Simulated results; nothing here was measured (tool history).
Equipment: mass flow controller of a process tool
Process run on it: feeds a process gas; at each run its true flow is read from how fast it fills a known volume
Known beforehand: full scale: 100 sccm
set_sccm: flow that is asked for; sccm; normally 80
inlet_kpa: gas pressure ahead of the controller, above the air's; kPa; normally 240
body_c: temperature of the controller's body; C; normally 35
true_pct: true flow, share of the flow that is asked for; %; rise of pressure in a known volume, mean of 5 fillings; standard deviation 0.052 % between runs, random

run 1 hour=0.0 | set_sccm=80 inlet_kpa=240 body_c=35 | true_pct=99.11
run 2 hour=498.9 | set_sccm=80 inlet_kpa=240 body_c=35 | true_pct=99.09
run 3 hour=810.7 | set_sccm=80 inlet_kpa=240 body_c=35 | true_pct=99.08
run 4 hour=1134.6 | set_sccm=80 inlet_kpa=240 body_c=35 | true_pct=99.01
run 5 hour=1440.0 | set_sccm=80 inlet_kpa=240 body_c=35 | true_pct=99.04
run 6 hour=1650.3 | set_sccm=80 inlet_kpa=240 body_c=35 | true_pct=98.92
run 7 hour=1933.3 | set_sccm=80 inlet_kpa=169 body_c=35 | true_pct=99.01
run 8 hour=2365.0 | set_sccm=80 inlet_kpa=169 body_c=35 | true_pct=99.06
run 9 hour=2724.4 | set_sccm=80 inlet_kpa=240 body_c=28 | true_pct=99.07
run 10 hour=3049.4 | set_sccm=80 inlet_kpa=240 body_c=35 | true_pct=98.82
run 11 hour=3405.6 | set_sccm=80 inlet_kpa=240 body_c=35 | true_pct=98.88
run 12 hour=3871.8 | set_sccm=80 inlet_kpa=240 body_c=35 | true_pct=98.85
run 13 hour=4221.2 | set_sccm=80 inlet_kpa=240 body_c=35 | true_pct=98.83
run 14 hour=4595.1 | set_sccm=80 inlet_kpa=240 body_c=35 | true_pct=98.61
run 15 hour=5092.7 | set_sccm=80 inlet_kpa=240 body_c=35 | true_pct=98.75
run 16 hour=5462.9 | set_sccm=80 inlet_kpa=240 body_c=35 | true_pct=98.60
run 17 hour=5891.9 | set_sccm=80 inlet_kpa=240 body_c=35 | true_pct=98.63
run 18 hour=6337.6 | set_sccm=25 inlet_kpa=240 body_c=35 | true_pct=96.90
run 19 hour=6691.7 | set_sccm=25 inlet_kpa=240 body_c=35 | true_pct=96.83
run 20 hour=7166.5 | set_sccm=33 inlet_kpa=240 body_c=22 | true_pct=97.25
run 21 hour=7411.4 | set_sccm=36 inlet_kpa=190 body_c=26 | true_pct=97.43
run 22 hour=7805.1 | set_sccm=38 inlet_kpa=236 body_c=28 | true_pct=97.28
run 23 hour=8196.9 | set_sccm=15 inlet_kpa=236 body_c=34 | true_pct=96.41
run 24 hour=8698.8 | set_sccm=76 inlet_kpa=175 body_c=28 | true_pct=98.43
run 25 hour=9154.1 | set_sccm=76 inlet_kpa=175 body_c=28 | true_pct=98.33
run 26 hour=9451.6 | set_sccm=46 inlet_kpa=150 body_c=38 | true_pct=97.28
run 27 hour=9857.3 | set_sccm=90 inlet_kpa=243 body_c=35 | true_pct=98.52
run 28 hour=10065.6 | set_sccm=90 inlet_kpa=243 body_c=35 | true_pct=98.56
run 29 hour=10388.1 | set_sccm=90 inlet_kpa=243 body_c=35 | true_pct=98.52
-- hour=10436.5 controller's zero set anew
-- hour=10546.1 gauge calibrated
run 30 hour=10730.8 | set_sccm=90 inlet_kpa=208 body_c=35 | true_pct=99.51
run 31 hour=11150.8 | set_sccm=22 inlet_kpa=187 body_c=22 | true_pct=97.54
run 32 hour=11514.0 | set_sccm=23 inlet_kpa=227 body_c=28 | true_pct=97.47
run 33 hour=11723.3 | set_sccm=23 inlet_kpa=227 body_c=28 | true_pct=97.45
run 34 hour=12146.0 | set_sccm=11 inlet_kpa=240 body_c=27 | true_pct=97.03
run 35 hour=12606.9 | set_sccm=52 inlet_kpa=261 body_c=39 | true_pct=98.04
run 36 hour=12845.1 | set_sccm=53 inlet_kpa=216 body_c=29 | true_pct=98.31
run 37 hour=13081.6 | set_sccm=30 inlet_kpa=240 body_c=35 | true_pct=97.36
run 38 hour=13340.7 | set_sccm=30 inlet_kpa=240 body_c=35 | true_pct=97.33

3 options for the next run, each taken on its own from the tool as it stands now. Forecast them:
run A hour=13615.5 | set_sccm=16 inlet_kpa=193 body_c=35 | true_pct=?
run B hour=13615.5 | set_sccm=80 inlet_kpa=142 body_c=35 | true_pct=?
run C hour=13615.5 | set_sccm=25 inlet_kpa=240 body_c=34 | true_pct=?

run=A true_pct=96.91
run=B true_pct=98.91
run=C true_pct=97.16
The same runs, with their run-to-run variation unchanged, on a tool lacking any hidden condition would have given:
run=A true_pct=97.19
run=B true_pct=99.20
run=C true_pct=97.44
